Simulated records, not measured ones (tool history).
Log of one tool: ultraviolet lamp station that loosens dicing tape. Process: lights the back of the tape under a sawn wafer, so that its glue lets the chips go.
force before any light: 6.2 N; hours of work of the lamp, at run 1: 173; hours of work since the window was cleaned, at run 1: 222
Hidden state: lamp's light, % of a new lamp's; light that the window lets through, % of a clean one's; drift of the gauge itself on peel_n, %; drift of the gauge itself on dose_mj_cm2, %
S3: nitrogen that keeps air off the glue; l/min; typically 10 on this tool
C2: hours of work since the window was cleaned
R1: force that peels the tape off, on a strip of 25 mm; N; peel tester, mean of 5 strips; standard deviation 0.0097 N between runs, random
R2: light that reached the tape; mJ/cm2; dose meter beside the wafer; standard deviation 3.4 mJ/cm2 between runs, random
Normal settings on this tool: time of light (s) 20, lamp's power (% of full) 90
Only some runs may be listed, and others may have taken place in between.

{"run": 1, "hour": 0.0, "time of light (s)": 20, "lamp's power (% of full)": 90, "S3": 10, "hours of work of the lamp": 173, "C2": 222, "R1": 0.419, "R2": 535}
{"run": 2, "hour": 37.7, "time of light (s)": 20, "lamp's power (% of full)": 90, "S3": 10, "hours of work of the lamp": 191, "C2": 240, "R1": 0.418, "R2": 537}
{"run": 3, "hour": 75.7, "time of light (s)": 20, "lamp's power (% of full)": 90, "S3": 10, "hours of work of the lamp": 210, "C2": 259, "R1": 0.393, "R2": 540}
{"run": 4, "hour": 111.8, "time of light (s)": 20, "lamp's power (% of full)": 90, "S3": 10, "hours of work of the lamp": 228, "C2": 277, "R1": 0.421, "R2": 537}
{"run": 5, "hour": 179.3, "time of light (s)": 20, "lamp's power (% of full)": 90, "S3": 10, "hours of work of the lamp": 261, "C2": 310, "R1": 0.414, "R2": 532}
{"run": 6, "hour": 220.1, "time of light (s)": 20, "lamp's power (% of full)": 90, "S3": 10, "hours of work of the lamp": 281, "C2": 330, "R1": 0.405, "R2": 536}
{"run": 7, "hour": 256.4, "time of light (s)": 20, "lamp's power (% of full)": 86, "S3": 10, "hours of work of the lamp": 299, "C2": 348, "R1": 0.46, "R2": 514}
{"run": 8, "hour": 311.0, "time of light (s)": 32, "lamp's power (% of full)": 90, "S3": 10, "hours of work of the lamp": 325, "C2": 375, "R1": 0.26, "R2": 856}
{"run": 9, "hour": 345.0, "time of light (s)": 32, "lamp's power (% of full)": 90, "S3": 10, "hours of work of the lamp": 342, "C2": 391, "R1": 0.272, "R2": 864}
{"run": 10, "hour": 398.8, "time of light (s)": 32, "lamp's power (% of full)": 90, "S3": 10, "hours of work of the lamp": 369, "C2": 418, "R1": 0.252, "R2": 859}
{"run": 11, "hour": 443.4, "time of light (s)": 32, "lamp's power (% of full)": 90, "S3": 10, "hours of work of the lamp": 390, "C2": 440, "R1": 0.245, "R2": 862}
{"run": 12, "hour": 497.0, "time of light (s)": 32, "lamp's power (% of full)": 90, "S3": 10, "hours of work of the lamp": 417, "C2": 466, "R1": 0.241, "R2": 861}
{"run": 13, "hour": 532.5, "time of light (s)": 20, "lamp's power (% of full)": 90, "S3": 10, "hours of work of the lamp": 434, "C2": 483, "R1": 0.452, "R2": 533}
{"run": 14, "hour": 593.1, "time of light (s)": 20, "lamp's power (% of full)": 90, "S3": 10, "hours of work of the lamp": 464, "C2": 513, "R1": 0.421, "R2": 537}
{"run": 15, "hour": 649.0, "time of light (s)": 20, "lamp's power (% of full)": 90, "S3": 10, "hours of work of the lamp": 491, "C2": 541, "R1": 0.424, "R2": 539}
{"run": 16, "hour": 715.2, "time of light (s)": 20, "lamp's power (% of full)": 97, "S3": 10, "hours of work of the lamp": 524, "C2": 573, "R1": 0.378, "R2": 582}
{"run": 17, "hour": 782.2, "time of light (s)": 20, "lamp's power (% of full)": 90, "S3": 10, "hours of work of the lamp": 557, "C2": 606, "R1": 0.405, "R2": 535}
{"run": 18, "hour": 840.8, "time of light (s)": 20, "lamp's power (% of full)": 90, "S3": 10, "hours of work of the lamp": 586, "C2": 635, "R1": 0.438, "R2": 533}
{"run": 19, "hour": 871.0, "time of light (s)": 20, "lamp's power (% of full)": 90, "S3": 10, "hours of work of the lamp": 601, "C2": 650, "R1": 0.405, "R2": 538}
{"hour": 889.2, "done": "window cleaned of glue's vapour"}
{"run": 20, "hour": 921.0, "time of light (s)": 20, "lamp's power (% of full)": 90, "S3": 10, "hours of work of the lamp": 625, "C2": 16, "R1": 0.405, "R2": 534}
{"run": 21, "hour": 975.3, "time of light (s)": 14, "lamp's power (% of full)": 90, "S3": 10, "hours of work of the lamp": 652, "C2": 42, "R1": 0.765, "R2": 374}
{"run": 22, "hour": 1024.4, "time of light (s)": 14, "lamp's power (% of full)": 90, "S3": 10, "hours of work of the lamp": 676, "C2": 66, "R1": 0.757, "R2": 374}
{"run": 23, "hour": 1074.7, "time of light (s)": 14, "lamp's power (% of full)": 88, "S3": 10, "hours of work of the lamp": 700, "C2": 91, "R1": 0.803, "R2": 371}
{"run": 24, "hour": 1106.0, "time of light (s)": 22, "lamp's power (% of full)": 90, "S3": 7, "hours of work of the lamp": 716, "C2": 106, "R1": 0.456, "R2": 592}
{"run": 25, "hour": 1174.3, "time of light (s)": 22, "lamp's power (% of full)": 90, "S3": 7, "hours of work of the lamp": 749, "C2": 140, "R1": 0.454, "R2": 592}
{"run": 26, "hour": 1219.1, "time of light (s)": 22, "lamp's power (% of full)": 90, "S3": 7, "hours of work of the lamp": 771, "C2": 162, "R1": 0.457, "R2": 589}
{"run": 27, "hour": 1269.3, "time of light (s)": 13, "lamp's power (% of full)": 72, "S3": 10, "hours of work of the lamp": 796, "C2": 187, "R1": 1.216, "R2": 278}
{"run": 28, "hour": 1329.5, "time of light (s)": 22, "lamp's power (% of full)": 61, "S3": 9, "hours of work of the lamp": 826, "C2": 216, "R1": 0.754, "R2": 400}
{"run": 29, "hour": 1396.2, "time of light (s)": 16, "lamp's power (% of full)": 61, "S3": 10, "hours of work of the lamp": 858, "C2": 249, "R1": 1.115, "R2": 291}
{"run": 30, "hour": 1433.3, "time of light (s)": 16, "lamp's power (% of full)": 61, "S3": 10, "hours of work of the lamp": 877, "C2": 267, "R1": 1.126, "R2": 287}
{"run": 31, "hour": 1499.1, "time of light (s)": 16, "lamp's power (% of full)": 61, "S3": 10, "hours of work of the lamp": 909, "C2": 300, "R1": 1.147, "R2": 291}
{"run": 32, "hour": 1531.1, "time of light (s)": 20, "lamp's power (% of full)": 98, "S3": 10, "hours of work of the lamp": 925, "C2": 315, "R1": 0.373, "R2": 585}
{"run": 33, "hour": 1587.7, "time of light (s)": 20, "lamp's power (% of full)": 98, "S3": 10, "hours of work of the lamp": 952, "C2": 343, "R1": 0.364, "R2": 588}

Expected results for the next run?
{"run": 34, "hour": 1642.0, "time of light (s)": 28, "lamp's power (% of full)": 65, "S3": 10, "hours of work of the lamp": 979, "C2": 370, "R1": "?", "R2": "?"}

{"run 34": {"R1": 0.42, "R2": 543}}
The same run, on a tool lacking any hidden state, would have yielded R1 0.419 N, R2 544 mJ/cm2.
